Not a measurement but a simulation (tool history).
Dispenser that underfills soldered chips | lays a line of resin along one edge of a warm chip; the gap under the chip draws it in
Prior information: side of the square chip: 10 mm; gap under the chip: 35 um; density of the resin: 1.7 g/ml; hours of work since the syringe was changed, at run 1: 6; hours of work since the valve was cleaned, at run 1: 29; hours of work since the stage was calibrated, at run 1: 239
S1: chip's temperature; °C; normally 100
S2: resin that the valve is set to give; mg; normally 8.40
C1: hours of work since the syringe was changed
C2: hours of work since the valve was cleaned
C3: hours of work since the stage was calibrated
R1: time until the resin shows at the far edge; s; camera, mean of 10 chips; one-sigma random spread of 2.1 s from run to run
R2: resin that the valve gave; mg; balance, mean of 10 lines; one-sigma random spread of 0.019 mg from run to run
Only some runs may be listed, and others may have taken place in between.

Run 1, hour 0.0: usual settings; C1 6; C2 29; C3 239. Result: R1 300.9 s, R2 8.30 mg.
At hour 3.7: new syringe of resin.
Run 2, hour 7.1: usual settings but S1 88 °C; C1 2; C2 33; C3 244. Result: R1 370.6 s, R2 8.27 mg.
Run 3, hour 13.8: usual settings but S1 88 °C; C1 7; C2 38; C3 248. Result: R1 466.3 s, R2 8.28 mg.
At hour 16.3: new syringe of resin.
Run 4, hour 18.5: usual settings but S1 88 °C; C1 1; C2 41; C3 251. Result: R1 347.0 s, R2 8.25 mg.
Run 5, hour 25.5: usual settings but S1 88 °C, S2 7.76 mg; C1 6; C2 45; C3 256. Result: R1 454.3 s, R2 7.62 mg.
At hour 29.5: new syringe of resin.
Run 6, hour 31.3: usual settings but S1 94 °C; C1 1; C2 49; C3 259. Result: R1 284.7 s, R2 8.21 mg.
Run 7, hour 37.1: usual settings but S1 94 °C; C1 5; C2 53; C3 263. Result: R1 351.9 s, R2 8.19 mg.
At hour 42.7: new syringe of resin.
Run 8, hour 45.7: usual settings but S1 94 °C; C1 2; C2 58; C3 269. Result: R1 300.5 s, R2 8.16 mg.
Run 9, hour 50.7: usual settings but S2 7.42 mg; C1 5; C2 62; C3 272. Result: R1 302.9 s, R2 7.20 mg.
At hour 55.4: new syringe of resin.
Run 10, hour 57.7: usual settings but S2 7.13 mg; C1 2; C2 66; C3 277. Result: R1 248.7 s, R2 6.92 mg.
Run 11, hour 64.8: usual settings but S1 98 °C, S2 7.93 mg; C1 6; C2 71; C3 281. Result: R1 323.9 s, R2 7.67 mg.
At hour 68.0: new syringe of resin.
Run 12, hour 72.1: usual settings but S1 89 °C, S2 9.65 mg; C1 3; C2 75; C3 286. Result: R1 352.7 s, R2 9.27 mg.
Run 13, hour 77.1: usual settings but S2 8.21 mg; C1 6; C2 79; C3 289. Result: R1 305.4 s, R2 7.87 mg.
At hour 80.9: new syringe of resin.
Run 14, hour 85.4: usual settings but S1 90 °C, S2 7.20 mg; C1 3; C2 84; C3 295. Result: R1 377.7 s, R2 6.87 mg.
At hour 93.6: new syringe of resin.
Run 15, hour 94.7: usual settings but S2 7.55 mg; C1 1; C2 90; C3 301. Result: R1 234.4 s, R2 7.20 mg.
Run 16, hour 103.0: usual settings but S1 102 °C; C1 6; C2 95; C3 306. Result: R1 290.1 s, R2 7.99 mg.
At hour 104.8: dispensing valve cleaned and set on the balance.
At hour 107.4: new syringe of resin.
Run 17, hour 111.0: usual settings but S1 101 °C, S2 9.27 mg; C1 2; C2 4; C3 311. Result: R1 230.3 s, R2 9.27 mg.

Measured less the same run without the tool's hidden state. The same run-to-run variation is in both; the gauge's scatter may not be:
Hidden state present: resin's viscosity, % of fresh resin's; dose that the valve gives, % of what is set; true chip temperature over the reading, C; drift of the gauge itself on fill_s, %; drift of the gauge itself on given_mg, %.
run      R1     R2
  1   +95.7  -0.12
  2   +54.5  -0.14
  3  +153.9  -0.16
  4   +37.8  -0.17
  5  +138.9  -0.17
  6   +30.9  -0.20
  7   +96.6  -0.22
  8   +48.4  -0.24
  9   +91.2  -0.23
 10   +32.8  -0.23
 11  +104.4  -0.28
 12   +62.4  -0.36
 13   +95.7  -0.32
 14   +78.7  -0.31
 15   +23.1  -0.34
 16   +93.9  -0.40
 17   +37.5  -0.01

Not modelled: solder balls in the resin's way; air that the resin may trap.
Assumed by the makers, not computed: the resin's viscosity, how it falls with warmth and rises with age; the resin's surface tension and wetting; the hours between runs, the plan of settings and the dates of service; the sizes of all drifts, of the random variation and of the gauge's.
